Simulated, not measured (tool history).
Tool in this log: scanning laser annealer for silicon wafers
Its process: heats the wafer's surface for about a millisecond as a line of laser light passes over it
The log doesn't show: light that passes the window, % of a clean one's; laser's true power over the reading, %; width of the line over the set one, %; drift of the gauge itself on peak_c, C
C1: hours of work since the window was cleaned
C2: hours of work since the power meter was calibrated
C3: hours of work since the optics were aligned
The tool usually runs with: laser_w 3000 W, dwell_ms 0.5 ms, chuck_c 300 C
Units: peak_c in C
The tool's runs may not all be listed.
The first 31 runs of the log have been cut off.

{"hour": 1010.5, "done": "window over the wafer cleaned"}
{"run": 32, "hour": 1015.1, "laser_w": 3000, "dwell_ms": 0.5, "chuck_c": 312, "C1": 3, "C2": 798, "C3": 1125, "peak_c": 1051}
{"run": 33, "hour": 1061.6, "laser_w": 3000, "dwell_ms": 0.5, "chuck_c": 312, "C1": 38, "C2": 832, "C3": 1160, "peak_c": 1051}
{"run": 34, "hour": 1108.8, "laser_w": 3000, "dwell_ms": 0.5, "chuck_c": 312, "C1": 72, "C2": 867, "C3": 1194, "peak_c": 1052}
{"run": 35, "hour": 1143.0, "laser_w": 3000, "dwell_ms": 0.5, "chuck_c": 312, "C1": 97, "C2": 892, "C3": 1219, "peak_c": 1046}
{"run": 36, "hour": 1185.7, "laser_w": 3240, "dwell_ms": 0.618, "chuck_c": 316, "C1": 129, "C2": 923, "C3": 1251, "peak_c": 1218}
{"run": 37, "hour": 1215.3, "laser_w": 3240, "dwell_ms": 0.618, "chuck_c": 316, "C1": 151, "C2": 945, "C3": 1273, "peak_c": 1215}
{"run": 38, "hour": 1246.5, "laser_w": 3240, "dwell_ms": 0.618, "chuck_c": 316, "C1": 174, "C2": 968, "C3": 1296, "peak_c": 1216}
{"run": 39, "hour": 1272.1, "laser_w": 2732, "dwell_ms": 0.406, "chuck_c": 300, "C1": 192, "C2": 987, "C3": 1314, "peak_c": 877}
{"run": 40, "hour": 1309.8, "laser_w": 2732, "dwell_ms": 0.406, "chuck_c": 300, "C1": 220, "C2": 1014, "C3": 1342, "peak_c": 874}
{"run": 41, "hour": 1341.2, "laser_w": 2732, "dwell_ms": 0.406, "chuck_c": 300, "C1": 243, "C2": 1038, "C3": 1365, "peak_c": 875}
{"run": 42, "hour": 1386.5, "laser_w": 2732, "dwell_ms": 0.406, "chuck_c": 300, "C1": 276, "C2": 1071, "C3": 1398, "peak_c": 872}

Below are 3 alternative next runs, each starting from the tool's condition after run 42. Predict each:
{"run": "A", "hour": 1418.9, "laser_w": 2569, "dwell_ms": 0.45, "chuck_c": 311, "C1": 300, "C2": 1095, "C3": 1422, "peak_c": "?"}
{"run": "B", "hour": 1418.9, "laser_w": 2732, "dwell_ms": 0.406, "chuck_c": 319, "C1": 300, "C2": 1095, "C3": 1422, "peak_c": "?"}
{"run": "C", "hour": 1418.9, "laser_w": 2923, "dwell_ms": 0.412, "chuck_c": 300, "C1": 300, "C2": 1095, "C3": 1422, "peak_c": "?"}

run=A peak_c=862
run=B peak_c=883
run=C peak_c=928
With no hidden state in the tool, these same runs would have given:
run=A peak_c=906
run=B peak_c=929
run=C peak_c=979

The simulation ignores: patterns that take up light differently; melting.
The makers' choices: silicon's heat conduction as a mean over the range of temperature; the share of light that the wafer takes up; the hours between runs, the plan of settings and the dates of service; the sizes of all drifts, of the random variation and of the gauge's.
